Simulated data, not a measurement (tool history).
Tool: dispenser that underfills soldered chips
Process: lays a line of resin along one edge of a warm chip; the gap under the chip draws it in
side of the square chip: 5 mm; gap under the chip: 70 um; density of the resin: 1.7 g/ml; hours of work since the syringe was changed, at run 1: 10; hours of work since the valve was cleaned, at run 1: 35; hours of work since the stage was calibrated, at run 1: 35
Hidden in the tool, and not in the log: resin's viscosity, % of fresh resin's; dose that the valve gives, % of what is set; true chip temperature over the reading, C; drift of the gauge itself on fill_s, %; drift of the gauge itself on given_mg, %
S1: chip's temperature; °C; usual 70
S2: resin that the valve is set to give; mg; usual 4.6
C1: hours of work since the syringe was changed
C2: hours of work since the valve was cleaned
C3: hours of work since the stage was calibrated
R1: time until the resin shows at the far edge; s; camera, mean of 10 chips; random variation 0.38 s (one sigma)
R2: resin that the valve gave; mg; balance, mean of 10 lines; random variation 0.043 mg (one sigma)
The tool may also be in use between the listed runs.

Run 1, hour 0: usual settings; C1 10; C2 35; C3 35. Result: R1 37.1 s, R2 4.39 mg.
At hour 1.2: new syringe of resin.
Run 2, hour 6.7: usual settings; C1 4; C2 39; C3 39. Result: R1 25.9 s, R2 4.41 mg.
Run 3, hour 11.8: usual settings but S2 5.27 mg; C1 7; C2 42; C3 42. Result: R1 30.1 s, R2 5.11 mg.
Run 4, hour 15.5: usual settings but S1 74 °C, S2 5.27 mg; C1 9; C2 44; C3 44. Result: R1 29.6 s, R2 5.04 mg.
At hour 18: new syringe of resin.
Run 5, hour 18.9: usual settings but S1 69 °C, S2 5.27 mg; C1 1; C2 46; C3 46. Result: R1 23.3 s, R2 5.07 mg.
Run 6, hour 23.6: usual settings; C1 4; C2 49; C3 49. Result: R1 26.6 s, R2 4.4 mg.
Run 7, hour 27.3: usual settings but S1 58 °C; C1 6; C2 52; C3 52. Result: R1 45.1 s, R2 4.51 mg.
Run 8, hour 31.7: usual settings but S1 58 °C; C1 9; C2 55; C3 55. Result: R1 52 s, R2 4.43 mg.
At hour 35: new syringe of resin.
Run 9, hour 38.4: usual settings but S1 58 °C; C1 2; C2 59; C3 59. Result: R1 38.7 s, R2 4.36 mg.
Run 10, hour 43: usual settings but S1 75 °C, S2 3.99 mg; C1 5; C2 62; C3 62. Result: R1 24.8 s, R2 3.79 mg.
Run 11, hour 46: usual settings but S1 75 °C, S2 3.99 mg; C1 7; C2 64; C3 64. Result: R1 27.6 s, R2 3.74 mg.
Run 12, hour 49.2: usual settings but S1 75 °C, S2 3.99 mg; C1 9; C2 66; C3 66. Result: R1 30.5 s, R2 3.73 mg.
At hour 52.3: new syringe of resin.
Run 13, hour 55.1: usual settings but S1 75 °C, S2 3.99 mg; C1 2; C2 69; C3 69. Result: R1 21.8 s, R2 3.86 mg.
Run 14, hour 61.4: usual settings but S1 75 °C, S2 3.99 mg; C1 6; C2 73; C3 73. Result: R1 26.2 s, R2 3.71 mg.
At hour 65.7: dispensing valve cleaned and set on the balance.
Run 15, hour 66.3: usual settings but S1 75 °C, S2 3.99 mg; C1 8; C2 0; C3 76. Result: R1 29 s, R2 4.05 mg.
At hour 70.3: new syringe of resin.
Run 16, hour 70.3: usual settings but S2 4.3 mg; C1 0; C2 3; C3 78. Result: R1 23 s, R2 4.25 mg.
Run 17, hour 74.1: usual settings but S2 4.3 mg; C1 2; C2 5; C3 81. Result: R1 25.3 s, R2 4.2 mg.
Run 18, hour 77.3: usual settings but S1 57 °C, S2 4.89 mg; C1 4; C2 7; C3 83. Result: R1 43.7 s, R2 4.92 mg.

4 ways to go on from here, each from the tool as it stands after run 18. What would each give?
Run A, hour 83.2: usual settings but S1 57 °C, S2 4.91 mg; C1 8; C2 11; C3 86. Result: R1 ?, R2 ?.
Run B, hour 83.2: usual settings but S1 80 °C, S2 4.89 mg; C1 8; C2 11; C3 86. Result: R1 ?, R2 ?.
Run C, hour 83.2: usual settings but S2 4.07 mg; C1 8; C2 11; C3 86. Result: R1 ?, R2 ?.
Run D, hour 83.2: usual settings but S1 57 °C, S2 5.52 mg; C1 8; C2 11; C3 86. Result: R1 ?, R2 ?.

run    R1    R2
  A  53.1  4.92
  B  23.4  4.79
  C  33.1  4.04
  D  52.2  5.46
Without the tool's hidden state the same runs would have given:
run    R1    R2
  A  36.3  4.98
  B    16  4.85
  C  22.5  4.08
  D  35.7  5.53
